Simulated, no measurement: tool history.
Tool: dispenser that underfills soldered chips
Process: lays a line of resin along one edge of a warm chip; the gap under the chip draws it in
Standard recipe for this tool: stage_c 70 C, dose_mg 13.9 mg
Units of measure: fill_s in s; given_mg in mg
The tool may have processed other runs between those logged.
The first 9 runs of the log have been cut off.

run    day  stage_c  dose_mg  hours of work since the syringe was changed  hours of work since the valve was cleaned  hours of work since the stage was calibrated  fill_s  given_mg
 10  2.979       70     13.3                                            4                                         12                                           208   217.6     13.16
     3.075  -- new syringe of resin
 11  3.212       70     13.3                                            3                                         16                                           212     206     13.21
     3.412  -- new syringe of resin
 12  3.542       70     13.3                                            2                                         22                                           218   202.4     13.06
     3.742  -- new syringe of resin
 13  3.921       70     13.9                                            3                                         29                                           225   214.6     13.67
     4.062  -- new syringe of resin
 14  4.275       70     13.9                                            4                                         36                                           232   215.9     13.53
     4.392  -- new syringe of resin
 15  4.492       70     14.1                                            2                                         40                                           235   194.1     13.78
     4.617  -- dispensing valve cleaned and set on the balance
     4.779  -- new syringe of resin
 16  4.925       61     17.3                                            3                                          6                                           243   264.2     17.14
     5.104  -- new syringe of resin
 17  5.179       61     17.3                                            1                                         10                                           247   252.6     17.23
     5.454  -- new syringe of resin
 18  5.567       82       12                                            2                                         17                                           254   142.3     11.95
     5.771  -- new syringe of resin
 19  5.988       70     13.7                                            4                                         25                                           262   216.8     13.57
     6.104  -- new syringe of resin
 20  6.304       59     13.9                                            4                                         31                                           268   308.4     13.59
     6.433  -- new syringe of resin
 21  6.492       59     13.9                                            1                                         34                                           271   271.7     13.68
     6.779  -- new syringe of resin
 22  6.829       79     14.6                                            1                                         40                                           277   143.5     14.26
     6.942  -- dispensing valve cleaned and set on the balance
 23  7.112       85     17.7                                            6                                          3                                           282   146.5     17.62
      7.15  -- new syringe of resin
     7.479  -- new syringe of resin
 24  7.479       81       17                                            0                                         10                                           288   129.9     16.87
       7.8  -- new syringe of resin
 25  7.858       73       16                                            1                                         17                                           295     175     15.96
     8.138  -- new syringe of resin
 26  8.175       61     11.9                                            1                                         22                                           301   255.7     11.72
 27  8.383       70     15.2                                            5                                         26                                           305     227     14.99
      8.45  -- new syringe of resin
 28  8.604       70     15.2                                            3                                         30                                           309   202.9     14.87
     8.792  -- new syringe of resin
 29  8.812       59     13.7                                            0                                         34                                           312   263.1     13.43
     9.125  -- new syringe of resin
 30  9.188       59     13.7                                            1                                         41                                           319   267.2     13.41

Below are 5 alternative next runs, each starting from the tool's condition after run 30. Predict each:
     9.254  -- dispensing valve cleaned and set on the balance
     9.492  -- new syringe of resin
  A  9.508       73     12.1                                            0                                          5                                           324       ?         ?
     9.254  -- dispensing valve cleaned and set on the balance
     9.492  -- new syringe of resin
  B  9.508       59       12                                            0                                          5                                           324       ?         ?
     9.254  -- dispensing valve cleaned and set on the balance
     9.492  -- new syringe of resin
  C  9.508       81     13.9                                            0                                          5                                           324       ?         ?
     9.254  -- dispensing valve cleaned and set on the balance
     9.492  -- new syringe of resin
  D  9.508       72       14                                            0                                          5                                           324       ?         ?
     9.254  -- dispensing valve cleaned and set on the balance
     9.492  -- new syringe of resin
  E  9.508       55     12.3                                            0                                          5                                           324       ?         ?

run  fill_s  given_mg
  A   171.7     12.08
  B   266.6     11.95
  C   128.2     13.83
  D   172.6     14.06
  E   305.9     12.23
Stripped of hidden state, with their random variation kept, the same runs would have yielded:
run  fill_s  given_mg
  A   159.5     12.13
  B   246.2        12
  C   119.5     13.89
  D   160.2     14.12
  E   282.1     12.29

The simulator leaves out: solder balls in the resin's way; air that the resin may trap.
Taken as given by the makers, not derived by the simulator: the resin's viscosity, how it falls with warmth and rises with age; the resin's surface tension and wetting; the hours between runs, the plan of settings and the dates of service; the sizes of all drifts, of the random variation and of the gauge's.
